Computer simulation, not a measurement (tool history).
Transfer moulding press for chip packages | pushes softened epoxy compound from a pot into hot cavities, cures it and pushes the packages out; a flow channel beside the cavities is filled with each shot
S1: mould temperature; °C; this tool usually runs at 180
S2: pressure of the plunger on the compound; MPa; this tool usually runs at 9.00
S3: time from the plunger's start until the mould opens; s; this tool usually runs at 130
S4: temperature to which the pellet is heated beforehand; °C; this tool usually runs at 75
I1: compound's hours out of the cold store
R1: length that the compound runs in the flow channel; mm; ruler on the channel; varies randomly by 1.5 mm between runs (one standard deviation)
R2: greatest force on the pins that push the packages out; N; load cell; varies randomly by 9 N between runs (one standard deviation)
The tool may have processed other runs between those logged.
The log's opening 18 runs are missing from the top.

Run 19, hour 214.8: usual settings but S1 178 °C, S4 81 °C; I1 24.8. Result: R1 869 mm, R2 665 N.
Run 20, hour 227.1: usual settings but S1 178 °C, S2 7.92 MPa, S3 123 s, S4 81 °C; I1 17.2. Result: R1 832 mm, R2 818 N.
Run 21, hour 241.2: usual settings but S1 185 °C, S2 8.88 MPa, S3 150 s, S4 66 °C; I1 21.7. Result: R1 845 mm, R2 637 N.
Run 22, hour 254.3: usual settings but S1 185 °C, S2 8.88 MPa, S3 150 s, S4 66 °C; I1 20.0. Result: R1 849 mm, R2 700 N.
Run 23, hour 264.5: usual settings but S1 185 °C, S2 8.88 MPa, S3 163 s, S4 66 °C; I1 42.2. Result: R1 799 mm, R2 689 N.
Run 24, hour 272.8: usual settings but S4 85 °C; I1 32.7. Result: R1 841 mm, R2 797 N.
At hour 281.5: cavities cleaned with cleaning compound and waxed.
Run 25, hour 283.6: usual settings but S1 174 °C, S3 152 s; I1 24.5. Result: R1 880 mm, R2 466 N.
Run 26, hour 296.8: usual settings but S1 187 °C, S4 73 °C; I1 21.8. Result: R1 842 mm, R2 464 N.
Run 27, hour 306.4: usual settings but S1 178 °C; I1 34.6. Result: R1 840 mm, R2 637 N.
Run 28, hour 316.5: usual settings but S1 183 °C, S3 156 s; I1 22.0. Result: R1 851 mm, R2 545 N.
Run 29, hour 326.6: usual settings but S1 187 °C, S2 9.68 MPa, S3 156 s; I1 41.2. Result: R1 827 mm, R2 578 N.
At hour 331.7: plunger's sealing rings changed.
Run 30, hour 337.5: usual settings but S1 186 °C; I1 46.7. Result: R1 812 mm, R2 637 N.

Alternative continuations, all from the tool just after run 30; predict every row:
Run A, hour 345.5: usual settings but S1 186 °C, S4 85 °C; I1 31.3. Result: R1 ?, R2 ?.
Run B, hour 345.5: usual settings but S1 172 °C, S4 69 °C; I1 24.9. Result: R1 ?, R2 ?.
Run C, hour 345.5: usual settings but S1 186 °C, S3 127 s; I1 18.7. Result: R1 ?, R2 ?.

run   R1    R2
  A  846   661
  B  910  1205
  C  874   650
What these runs would have given with no unlogged condition in the tool:
run   R1   R2
  A  847  370
  B  910  648
  C  875  362
